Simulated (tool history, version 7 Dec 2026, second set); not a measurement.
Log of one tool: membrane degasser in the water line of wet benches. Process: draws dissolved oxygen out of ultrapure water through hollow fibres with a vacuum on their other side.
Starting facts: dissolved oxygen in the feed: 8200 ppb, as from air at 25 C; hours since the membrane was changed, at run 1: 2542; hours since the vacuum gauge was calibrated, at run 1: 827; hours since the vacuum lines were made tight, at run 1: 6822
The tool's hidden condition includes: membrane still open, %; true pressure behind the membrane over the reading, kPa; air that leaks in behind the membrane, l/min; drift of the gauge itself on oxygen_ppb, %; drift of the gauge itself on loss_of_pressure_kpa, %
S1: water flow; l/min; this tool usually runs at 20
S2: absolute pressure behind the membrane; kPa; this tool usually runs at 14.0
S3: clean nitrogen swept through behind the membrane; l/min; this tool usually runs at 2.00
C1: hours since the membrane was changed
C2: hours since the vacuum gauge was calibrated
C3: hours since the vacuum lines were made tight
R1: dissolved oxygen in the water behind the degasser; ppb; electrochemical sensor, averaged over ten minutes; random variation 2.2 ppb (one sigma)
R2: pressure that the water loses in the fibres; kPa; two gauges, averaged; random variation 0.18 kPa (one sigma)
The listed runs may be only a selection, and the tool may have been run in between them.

run    hour  S1    S2    S3    C1    C2    C3     R1     R2
  1     0.0  20  14.0  2.00  2542   827  6822  258.7  31.69
  2    31.8  27  14.0  2.00  2574   859  6854  343.8  43.00
  3    69.5  27  14.0  2.00  2612   897  6892  345.4  42.89
  4   112.3  27  14.0  2.00  2655   940  6935  351.4  42.95
  5   169.7  20  20.6  2.00  2712   997  6992  405.3  32.02
  6   211.3  20  14.0  2.00  2754  1039  7034  261.6  31.80
  7   252.5  20  14.0  2.00  2795  1080  7075  262.2  31.97
  8   308.8  20   9.0  2.00  2851  1136  7131  144.1  31.76
  9   367.9  20   9.0  2.00  2910  1195  7190  143.4  32.06
 10   425.8  20   9.0  2.00  2968  1253  7248  144.3  32.08
 11   468.7  20   9.0  2.00  3011  1296  7291  142.8  31.43
 12   497.2  20  14.0  2.00  3040  1325  7320  266.1  31.61
 13   536.0  20  14.0  2.00  3078  1363  7359  263.0  31.46
 14   588.3  20  14.0  2.00  3131  1416  7411  264.4  32.13
 15   624.1  20  26.5  2.00  3166  1451  7447  546.9  32.01
 16   682.7  22  14.0  2.00  3225  1510  7505  279.7  35.35
      690.7  -- seals of the vacuum lines changed
 17   741.3  22  18.6  0.85  3282  1567    51  802.9  35.18
 18   803.6  22  10.9  2.10  3344  1629   113  191.5  35.54
      810.0  -- vacuum gauge calibrated
 19   847.9  19  14.0  2.00  3388    38   157  242.6  30.52
 20   876.1  22  27.0  1.10  3416    66   185  954.8  35.34
 21   936.4  13  26.5  4.72  3476   126   245  158.1  20.95
      978.6  -- vacuum gauge calibrated, once more
 22   987.0  16  26.5  4.72  3526     8   295  190.4  25.50
 23  1050.7  20  14.0  0.91  3590    72   359  489.9  31.98
 24  1108.4  21  18.0  3.44  3648   130   417  218.1  33.54
 25  1161.8  13  18.0  4.32  3701   183   470  108.3  20.96
 26  1212.0  23  25.0  1.55  3751   233   520  689.2  37.02
 27  1260.7  20  21.1  2.31  3800   282   569  361.2  31.97
 28  1324.9  20  14.0  5.54  3864   346   633   98.3  32.04
 29  1372.2  20  14.0  3.80  3911   394   680  137.9  32.41
 30  1419.3  28  10.5  4.90  3959   441   728  108.6  44.98
 31  1482.5  28  22.4  4.90  4022   504   791  268.6  44.89
 32  1522.6  13  28.2  2.75  4062   544   831  280.1  21.03

Hidden state at the last listed run before each entry between runs and at the first one after, where it differs:
From run 16 to run 17: seals of the vacuum lines changed (hour 690.7)
  membrane still open, %: 98.2 -> 98.1; true pressure behind the membrane over the reading, kPa: 0.07 -> 0.08; air that leaks in behind the membrane, l/min: 0.0338 -> 0.0017
  measured result minus the result with no hidden state, R1: +11.0 -> +3.8 ppb; R2: +0.65 -> +0.67 kPa
From run 18 to run 19: vacuum gauge calibrated (hour 810.0)
  true pressure behind the membrane over the reading, kPa: 0.08 -> 0.09; air that leaks in behind the membrane, l/min: 0.0019 -> 0.0021
  measured result minus the result with no hidden state, R1: +2.3 -> +2.3 ppb; R2: +0.67 -> +0.59 kPa
From run 21 to run 22: vacuum gauge calibrated, once more (hour 978.6)
  true pressure behind the membrane over the reading, kPa: 0.1 -> -0.05; air that leaks in behind the membrane, l/min: 0.0025 -> 0.0027
  measured result minus the result with no hidden state, R1: +0.8 -> -0.1 ppb; R2: +0.41 -> +0.52 kPa

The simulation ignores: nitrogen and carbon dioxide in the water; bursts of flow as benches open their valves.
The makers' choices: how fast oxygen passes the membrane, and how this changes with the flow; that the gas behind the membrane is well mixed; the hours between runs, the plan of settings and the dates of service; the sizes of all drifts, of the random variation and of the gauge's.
